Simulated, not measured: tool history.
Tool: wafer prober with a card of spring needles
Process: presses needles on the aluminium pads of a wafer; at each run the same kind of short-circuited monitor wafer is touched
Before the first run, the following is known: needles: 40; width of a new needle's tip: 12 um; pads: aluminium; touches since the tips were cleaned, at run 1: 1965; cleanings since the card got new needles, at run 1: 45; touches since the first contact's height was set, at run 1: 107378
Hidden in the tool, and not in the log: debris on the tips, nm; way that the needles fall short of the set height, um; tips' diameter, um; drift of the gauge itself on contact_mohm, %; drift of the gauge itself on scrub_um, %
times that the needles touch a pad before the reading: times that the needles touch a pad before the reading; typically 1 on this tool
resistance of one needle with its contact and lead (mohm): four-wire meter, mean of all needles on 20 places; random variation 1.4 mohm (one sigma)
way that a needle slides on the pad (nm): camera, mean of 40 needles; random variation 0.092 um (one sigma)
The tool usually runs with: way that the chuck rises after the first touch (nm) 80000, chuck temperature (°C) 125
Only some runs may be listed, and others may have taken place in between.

run	hour	way that the chuck rises after the first touch (nm)	chuck temperature (°C)	times that the needles touch a pad before the reading	touches since the tips were cleaned	cleanings since the card got new needles	touches since the first contact's height was set	resistance of one needle with its contact and lead (mohm)	way that a needle slides on the pad (nm)
1	0.0	80000	125	1	1965	45	107378	139	18830
# hour 11.1: tips cleaned on abrasive film
# hour 28.6: tips cleaned on abrasive film
2	36.9	80000	125	1	3266	47	121833	146	18770
# hour 43.7: tips cleaned on abrasive film
# hour 61.1: tips cleaned on abrasive film
# hour 78.1: tips cleaned on abrasive film
3	78.1	80000	125	1	0	50	137964	132	18560
# hour 94.3: tips cleaned on abrasive film
# hour 112.5: tips cleaned on abrasive film
# hour 129.6: tips cleaned on abrasive film
4	133.2	80000	125	1	1394	53	159585	137	18740
# hour 147.2: tips cleaned on abrasive film
# hour 165.1: tips cleaned on abrasive film
# hour 179.9: tips cleaned on abrasive film
5	185.7	80000	125	1	2284	56	180168	143	18740
# hour 196.8: tips cleaned on abrasive film
# hour 215.2: tips cleaned on abrasive film
6	225.3	67000	125	1	4015	58	195735	159	15520
# hour 232.1: tips cleaned on abrasive film
# hour 248.5: tips cleaned on abrasive film
7	260.4	80000	125	1	4725	60	209497	149	18570
# hour 264.2: tips cleaned on abrasive film
# hour 271.8: height of the first contact set anew
# hour 282.9: tips cleaned on abrasive film
# hour 300.2: tips cleaned on abrasive film, once more
# hour 318.0: tips cleaned on abrasive film
8	323.7	87000	125	1	2224	64	20327	140	20730
# hour 334.0: tips cleaned on abrasive film
# hour 351.3: tips cleaned on abrasive film
# hour 368.3: tips cleaned on abrasive film
9	374.2	80000	125	2	2318	67	40114	137	18990
# hour 385.2: tips cleaned on abrasive film
# hour 402.6: tips cleaned on abrasive film
# hour 417.7: tips cleaned on abrasive film
10	418.1	80000	125	2	134	70	57311	131	18880
# hour 435.3: tips cleaned on abrasive film
11	447.1	80000	62	2	4649	71	68724	135	19090
# hour 450.1: tips cleaned on abrasive film
# hour 468.1: tips cleaned on abrasive film
# hour 485.6: tips cleaned on abrasive film
12	487.9	80000	62	2	903	74	84706	126	19010
# hour 502.7: tips cleaned on abrasive film
# hour 520.6: tips cleaned on abrasive film
# hour 539.0: tips cleaned on abrasive film
13	551.9	80000	62	2	5094	77	109821	134	18870
# hour 555.7: tips cleaned on abrasive film
# hour 573.9: tips cleaned on abrasive film
# hour 591.5: tips cleaned on abrasive film
14	603.0	80000	62	2	4524	80	129841	136	18910
# hour 606.7: tips cleaned on abrasive film
# hour 624.2: tips cleaned on abrasive film
15	629.2	83000	120	1	1988	82	140120	142	19350
# hour 639.7: tips cleaned on abrasive film
# hour 657.0: tips cleaned on abrasive film
16	664.9	67000	125	1	3118	84	154098	157	15590
# hour 674.2: tips cleaned on abrasive film
# hour 692.5: tips cleaned on abrasive film
# hour 709.9: tips cleaned on abrasive film
17	718.4	67000	125	1	3351	87	175073	155	15570
# hour 725.2: tips cleaned on abrasive film
# hour 742.2: tips cleaned on abrasive film
# hour 760.3: tips cleaned on abrasive film
18	762.5	67000	125	1	871	90	192352	144	15540
# hour 777.2: tips cleaned on abrasive film
# hour 794.2: tips cleaned on abrasive film
19	794.2	63000	99	2	0	92	204762	131	14380
# hour 811.4: tips cleaned on abrasive film
# hour 818.0: height of the first contact set anew
# hour 828.2: tips cleaned on abrasive film
# hour 844.6: tips cleaned on abrasive film
20	854.9	82000	59	1	4088	95	14468	143	19560
# hour 860.6: tips cleaned on abrasive film
# hour 879.0: tips cleaned on abrasive film
# hour 896.4: tips cleaned on abrasive film
21	898.1	82000	59	1	687	98	31390	125	19740
# hour 912.4: tips cleaned on abrasive film
# hour 930.8: tips cleaned on abrasive film
22	940.3	79000	56	1	3761	100	47957	143	18610
# hour 947.4: tips cleaned on abrasive film
# hour 965.0: tips cleaned on abrasive film
23	977.9	79000	56	1	5067	102	62684	148	18590
# hour 981.6: tips cleaned on abrasive film
# hour 999.6: tips cleaned on abrasive film
24	1012.4	79000	56	1	5050	104	76206	145	18700
# hour 1016.1: tips cleaned on abrasive film
# hour 1034.2: tips cleaned on abrasive film
# hour 1052.6: tips cleaned on abrasive film
25	1066.2	85000	44	2	5343	107	97306	133	20020
# hour 1069.9: tips cleaned on abrasive film
# hour 1087.3: tips cleaned on abrasive film
# hour 1104.6: tips cleaned on abrasive film
26	1115.1	83000	65	1	4140	110	116472	144	19450
# hour 1122.2: tips cleaned on abrasive film
# hour 1140.5: tips cleaned on abrasive film
# hour 1158.4: tips cleaned on abrasive film
27	1160.3	96000	125	1	730	113	134189	132	22470
# hour 1173.9: tips cleaned on abrasive film
# hour 1190.6: tips cleaned on abrasive film
# hour 1208.2: tips cleaned on abrasive film
28	1219.0	97000	114	3	4257	116	157203	133	22570

Consider 5 possible next runs. They are alternatives, not a sequence: every one starts from the tool as it was left by run 28. What does each give?
# hour 1226.4: tips cleaned on abrasive film
# hour 1244.5: tips cleaned on abrasive film
A	1245.2	99000	62	2	284	118	167487	?	?
# hour 1226.4: tips cleaned on abrasive film
# hour 1244.5: tips cleaned on abrasive film
B	1245.2	64000	65	1	284	118	167487	?	?
# hour 1226.4: tips cleaned on abrasive film
# hour 1244.5: tips cleaned on abrasive film
C	1245.2	97000	114	1	284	118	167487	?	?
# hour 1226.4: tips cleaned on abrasive film
# hour 1244.5: tips cleaned on abrasive film
D	1245.2	80000	62	3	284	118	167487	?	?
# hour 1226.4: tips cleaned on abrasive film
# hour 1244.5: tips cleaned on abrasive film
E	1245.2	97000	72	3	284	118	167487	?	?

run	resistance of one needle with its contact and lead (mohm)	way that a needle slides on the pad (nm)
A	123	23340
B	133	14740
C	132	23070
D	124	18780
E	122	22640
Without the tool's hidden state the same runs would have given:
run	resistance of one needle with its contact and lead (mohm)	way that a needle slides on the pad (nm)
A	122	23830
B	122	15220
C	130	23560
D	121	19260
E	122	23120
